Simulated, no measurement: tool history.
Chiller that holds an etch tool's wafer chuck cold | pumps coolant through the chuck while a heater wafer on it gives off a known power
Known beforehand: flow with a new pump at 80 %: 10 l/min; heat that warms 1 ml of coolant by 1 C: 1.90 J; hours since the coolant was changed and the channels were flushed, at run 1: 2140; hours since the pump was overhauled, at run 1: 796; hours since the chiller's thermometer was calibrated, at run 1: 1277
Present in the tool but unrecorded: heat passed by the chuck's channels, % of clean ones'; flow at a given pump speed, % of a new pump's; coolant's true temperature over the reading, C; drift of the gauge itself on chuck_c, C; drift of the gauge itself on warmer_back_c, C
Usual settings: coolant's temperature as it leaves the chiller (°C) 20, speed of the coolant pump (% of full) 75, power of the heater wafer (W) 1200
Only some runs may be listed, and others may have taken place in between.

run    hour  coolant's temperature as it leaves the chiller (°C)  speed of the coolant pump (% of full)  power of the heater wafer (W)  hours since the coolant was changed and the channels were flushed  hours since the pump was overhauled  hours since the chiller's thermometer was calibrated  chuck's temperature once it has settled (°C)  how much warmer the coolant comes back (C)
  1     0.0                                                   20                                     75                           1200                                                               2140                                  796                                                  1277                                         34.94                                        4.10
  2    95.9                                                   20                                     75                           1200                                                               2236                                  892                                                  1373                                         35.09                                        4.13
  3   207.6                                                   20                                     75                           1200                                                               2348                                 1004                                                  1484                                         35.17                                        4.14
  4   309.5                                                   20                                     75                           1200                                                               2449                                 1106                                                  1586                                         35.13                                        4.13
  5   453.1                                                   20                                     63                           1200                                                               2593                                 1249                                                  1730                                         36.95                                        4.92
  6   528.2                                                   20                                     74                           1200                                                               2668                                 1324                                                  1805                                         35.36                                        4.21
  7   627.1                                                   20                                     74                           1200                                                               2767                                 1423                                                  1904                                         35.36                                        4.25
  8   778.2                                                   20                                     74                           1200                                                               2918                                 1574                                                  2055                                         35.53                                        4.22
      796.9  -- coolant changed, channels flushed
  9   922.1                                                   20                                     74                           1200                                                                125                                 1712                                                  2193                                         34.57                                        4.21
 10  1042.0                                                   20                                     75                           1200                                                                245                                 1832                                                  2313                                         34.37                                        4.18
 11  1182.1                                                   20                                     75                           1200                                                                385                                 1972                                                  2453                                         34.46                                        4.22
 12  1309.1                                                   20                                     75                           1200                                                                512                                 2099                                                  2580                                         34.51                                        4.22
 13  1382.4                                                   21                                     75                           1200                                                                586                                 2173                                                  2653                                         35.54                                        4.26
 14  1475.0                                                   20                                     92                           1200                                                                678                                 2265                                                  2746                                         32.81                                        3.46
 15  1612.7                                                   20                                     92                           1200                                                                816                                 2403                                                  2883                                         32.79                                        3.47
 16  1697.3                                                   20                                     92                           1200                                                                900                                 2488                                                  2968                                         32.96                                        3.47
 17  1817.1                                                   10                                     83                           1200                                                               1020                                 2607                                                  3088                                         23.77                                        3.88
 18  1936.4                                                   10                                     83                           1200                                                               1139                                 2727                                                  3207                                         23.86                                        3.88
 19  2068.4                                                   20                                     61                            609                                                               1271                                 2859                                                  3339                                         28.33                                        2.68
     2081.6  -- chiller's thermometer calibrated
 20  2144.0                                                   20                                     61                            609                                                               1346                                 2933                                                    62                                         28.19                                        2.67
 21  2249.7                                                   20                                     61                            609                                                               1452                                 3039                                                   168                                         28.29                                        2.69
 22  2387.2                                                   20                                     61                            609                                                               1589                                 3176                                                   306                                         28.27                                        2.69
 23  2521.8                                                   19                                     75                            928                                                               1724                                 3311                                                   440                                         30.29                                        3.34
 24  2589.7                                                   20                                     86                           1126                                                               1792                                 3379                                                   508                                         32.82                                        3.58
 25  2664.8                                                   20                                     86                           1126                                                               1867                                 3454                                                   583                                         32.71                                        3.58
 26  2734.2                                                   20                                     86                           1126                                                               1936                                 3523                                                   653                                         32.70                                        3.54
 27  2871.6                                                   14                                     75                            816                                                               2074                                 3661                                                   790                                         23.87                                        2.99
 28  2938.4                                                   27                                     75                           1484                                                               2140                                 3728                                                   857                                         45.76                                        5.40
 29  3007.0                                                   21                                     60                           1484                                                               2209                                 3796                                                   925                                         42.75                                        6.78
     3053.3  -- chiller's thermometer calibrated, once more
 30  3107.2                                                   21                                     93                           1484                                                               2308                                 3895                                                    54                                         38.26                                        4.37
 31  3255.5                                                   21                                     93                           1484                                                               2457                                 4044                                                   202                                         38.35                                        4.37

Consider 5 possible next runs. They are alternatives, not a sequence: every one starts from the tool as it was left by run 31. What does each give?
  A  3405.8                                                   21                                     83                           1484                                                               2607                                 4194                                                   353                                             ?                                           ?
  B  3405.8                                                   15                                     74                           1208                                                               2607                                 4194                                                   353                                             ?                                           ?
  C  3405.8                                                   21                                     98                           1075                                                               2607                                 4194                                                   353                                             ?                                           ?
  D  3405.8                                                   12                                     93                            799                                                               2607                                 4194                                                   353                                             ?                                           ?
  E  3405.8                                                   20                                     61                           1644                                                               2607                                 4194                                                   353                                             ?                                           ?

run  chuck's temperature once it has settled (°C)  how much warmer the coolant comes back (C)
  A                                         39.60                                        4.93
  B                                         31.35                                        4.48
  C                                         33.06                                        3.04
  D                                         21.39                                        2.37
  E                                         45.01                                        7.42
Without the tool's unlogged condition, the same runs would have read:
run  chuck's temperature once it has settled (°C)  how much warmer the coolant comes back (C)
  A                                         37.58                                        4.53
  B                                         29.59                                        4.11
  C                                         31.74                                        2.80
  D                                         20.39                                        2.17
  E                                         42.30                                        6.82
